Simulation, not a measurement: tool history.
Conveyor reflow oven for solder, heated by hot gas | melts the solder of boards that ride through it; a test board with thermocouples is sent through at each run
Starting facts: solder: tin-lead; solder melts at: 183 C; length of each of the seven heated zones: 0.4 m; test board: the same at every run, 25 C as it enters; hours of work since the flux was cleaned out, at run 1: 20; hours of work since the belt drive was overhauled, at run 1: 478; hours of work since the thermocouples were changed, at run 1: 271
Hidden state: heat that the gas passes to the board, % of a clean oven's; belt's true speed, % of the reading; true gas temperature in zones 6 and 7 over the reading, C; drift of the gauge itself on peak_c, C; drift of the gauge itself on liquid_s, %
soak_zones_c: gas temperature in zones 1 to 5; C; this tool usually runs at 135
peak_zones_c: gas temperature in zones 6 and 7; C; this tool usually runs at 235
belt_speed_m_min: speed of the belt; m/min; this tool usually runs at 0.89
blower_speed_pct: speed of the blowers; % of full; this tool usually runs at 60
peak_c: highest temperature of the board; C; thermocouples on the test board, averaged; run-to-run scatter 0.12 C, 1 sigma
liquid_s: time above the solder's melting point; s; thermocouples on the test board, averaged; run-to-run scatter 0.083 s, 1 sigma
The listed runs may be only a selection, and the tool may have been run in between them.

run	hour	soak_zones_c	peak_zones_c	belt_speed_m_min	blower_speed_pct	hours of work since the flux was cleaned out	hours of work since the belt drive was overhauled	hours of work since the thermocouples were changed	peak_c	liquid_s
1	0	135	235	0.89	60	20	478	271	214.6	37.93
2	35.8	135	235	0.89	60	35	493	286	214.5	37.87
3	73.7	135	235	0.89	60	50	508	301	214.5	37.72
4	102.5	135	235	0.89	60	62	520	313	214.3	37.83
5	136.1	135	235	0.89	60	75	534	327	214.2	37.52
6	166.4	135	241	0.89	60	88	546	339	219.1	40.34
7	184.1	135	241	0.89	60	95	553	346	219.2	40.54
8	215.2	135	241	0.89	74	108	566	359	224.3	43.48
9	252.1	135	239	0.89	60	123	581	374	217.3	39.41
10	286.4	135	239	0.89	60	137	595	388	217.3	39.26
11	305.8	135	239	0.89	60	145	603	396	217.3	39.22
12	332.7	135	235	0.89	85	156	614	407	221.8	42.59
# hour 340.2: flux residue cleaned out of gas plates and filters
13	360.2	145	235	0.89	85	8	623	416	221.7	45.18
14	392.8	145	235	0.89	85	21	636	429	222.1	45.06
15	417.5	145	239	0.89	85	31	646	439	225.1	46.72
16	435.6	135	235	0.759	60	39	654	447	218.1	47.5
17	462.2	135	235	0.759	60	50	665	458	218.1	47.37
18	483.5	149	230	0.771	57	58	673	466	215.3	48.85
19	506.1	149	230	0.771	57	68	682	475	215	48.9
# hour 517.2: flux residue cleaned out of gas plates and filters, once more
20	529.2	135	235	0.804	60	5	690	483	219.3	45.31
21	560	135	235	0.804	60	17	702	495	219.1	45.47
22	579.2	135	235	0.804	60	25	710	503	219.1	45.47
23	600.6	126	235	0.783	61	34	719	512	218.7	44.18
# hour 616.5: thermocouples of zones 6 and 7 changed
24	628.9	126	235	0.783	61	45	730	5	216.8	43.2
25	648.3	126	235	0.783	61	53	737	13	216.7	43.1
26	677.9	135	243	0.89	57	65	750	25	218.5	40.12
27	701.4	135	228	0.895	60	74	759	35	207.3	32.68
28	737.4	135	235	0.89	82	89	774	49	220.6	42.01
29	763	128	235	0.89	82	99	784	60	219.2	39.93
30	785.5	128	235	0.89	82	108	793	69	219.3	40

Each row is a separate what-if for the run after 30, all from the same tool condition, not one after another. Results?
A	803.5	132	232	0.89	85	116	801	76	?	?
B	803.5	135	235	0.809	67	116	801	76	?	?
C	803.5	128	248	0.89	82	116	801	76	?	?

run	peak_c	liquid_s
A	217.8	40.27
B	218.8	45.55
C	230.6	45.04
With the hidden condition removed and each run's random variation left untouched, the same runs would have given:
run	peak_c	liquid_s
A	218.6	40.24
B	219.3	45.24
C	231.6	44.76

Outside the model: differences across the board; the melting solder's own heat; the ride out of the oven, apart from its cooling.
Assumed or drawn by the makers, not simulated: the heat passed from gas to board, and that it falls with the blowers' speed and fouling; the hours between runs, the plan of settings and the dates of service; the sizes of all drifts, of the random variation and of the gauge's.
